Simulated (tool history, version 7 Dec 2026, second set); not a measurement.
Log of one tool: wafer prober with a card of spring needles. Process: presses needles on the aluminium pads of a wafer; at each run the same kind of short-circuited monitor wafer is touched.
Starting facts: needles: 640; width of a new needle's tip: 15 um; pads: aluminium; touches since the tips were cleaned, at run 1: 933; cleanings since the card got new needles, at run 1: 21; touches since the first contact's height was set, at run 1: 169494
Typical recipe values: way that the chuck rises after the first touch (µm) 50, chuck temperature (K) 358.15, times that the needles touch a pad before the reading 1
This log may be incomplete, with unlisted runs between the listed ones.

| run | hour | way that the chuck rises after the first touch (µm) | chuck temperature (K) | times that the needles touch a pad before the reading | touches since the tips were cleaned | cleanings since the card got new needles | touches since the first contact's height was set | resistance of one needle with its contact and lead (mohm) | way that a needle slides on the pad (µm) |
|---|---|---|---|---|---|---|---|---|---|
| 1 | 0.0 | 50 | 358.15 | 1 | 933 | 21 | 169494 | 212 | 10.30 |
|  | 3.8 | height of the first contact set anew |
| 2 | 7.2 | 50 | 358.15 | 1 | 3873 | 21 | 1469 | 225 | 10.48 |
|  | 14.6 | tips cleaned on abrasive film |
| 3 | 14.6 | 50 | 358.15 | 1 | 0 | 22 | 4549 | 263 | 10.49 |
| 4 | 23.9 | 50 | 358.15 | 1 | 3990 | 22 | 8539 | 254 | 10.49 |
| 5 | 28.8 | 50 | 358.15 | 1 | 6067 | 22 | 10616 | 253 | 10.48 |
|  | 31.2 | tips cleaned on abrasive film |
| 6 | 39.0 | 50 | 358.15 | 1 | 3292 | 23 | 14890 | 226 | 10.48 |
| 7 | 45.1 | 50 | 358.15 | 1 | 5894 | 23 | 17492 | 234 | 10.48 |
|  | 45.7 | tips cleaned on abrasive film, once more |
| 8 | 49.4 | 31 | 358.15 | 1 | 1585 | 24 | 19289 | 244 | 6.48 |
| 9 | 58.4 | 50 | 358.15 | 1 | 5416 | 24 | 23120 | 232 | 10.49 |
|  | 62.3 | tips cleaned on abrasive film |
| 10 | 63.8 | 50 | 358.15 | 1 | 626 | 25 | 25357 | 200 | 10.48 |
| 11 | 72.9 | 59 | 358.15 | 3 | 4497 | 25 | 29228 | 195 | 12.36 |
|  | 78.8 | tips cleaned on abrasive film |
| 12 | 78.8 | 47 | 372.15 | 1 | 0 | 26 | 31714 | 195 | 9.83 |
| 13 | 84.7 | 52 | 358.15 | 2 | 2486 | 26 | 34200 | 207 | 10.89 |
| 14 | 89.8 | 52 | 358.15 | 2 | 4651 | 26 | 36365 | 211 | 10.89 |
| 15 | 94.4 | 52 | 358.15 | 2 | 6622 | 26 | 38336 | 215 | 10.86 |
|  | 94.9 | tips cleaned on abrasive film |
| 16 | 102.1 | 34 | 390.15 | 1 | 3025 | 27 | 41556 | 263 | 7.10 |
| 17 | 109.3 | 34 | 390.15 | 1 | 6102 | 27 | 44633 | 284 | 7.10 |

For some of the steps in resistance of one needle with its contact and lead (mohm) from one run to the next: how much would appear even if the tool had no hidden state, given the settings, what came in and random variation, and how much remains for the hidden state plus any gauge scatter that the measured result and the result without hidden state don't share?
Hidden state at play: debris on the tips, nm; way that the needles fall short of the set height, um; tips' diameter, um; drift of the gauge itself on contact_mohm, %; drift of the gauge itself on scrub_um, %.
Run 2 -> 3: tips cleaned on abrasive film. resistance of one needle with its contact and lead (mohm) +38: hidden state +39, all else -1.
Run 15 -> 16: way that the chuck rises after the first touch (µm) 52 -> 34, chuck temperature (K) 358.15 -> 390.15, times that the needles touch a pad before the reading 2 -> 1, tips cleaned on abrasive film. resistance of one needle with its contact and lead (mohm) +48: hidden state +35, all else +13.
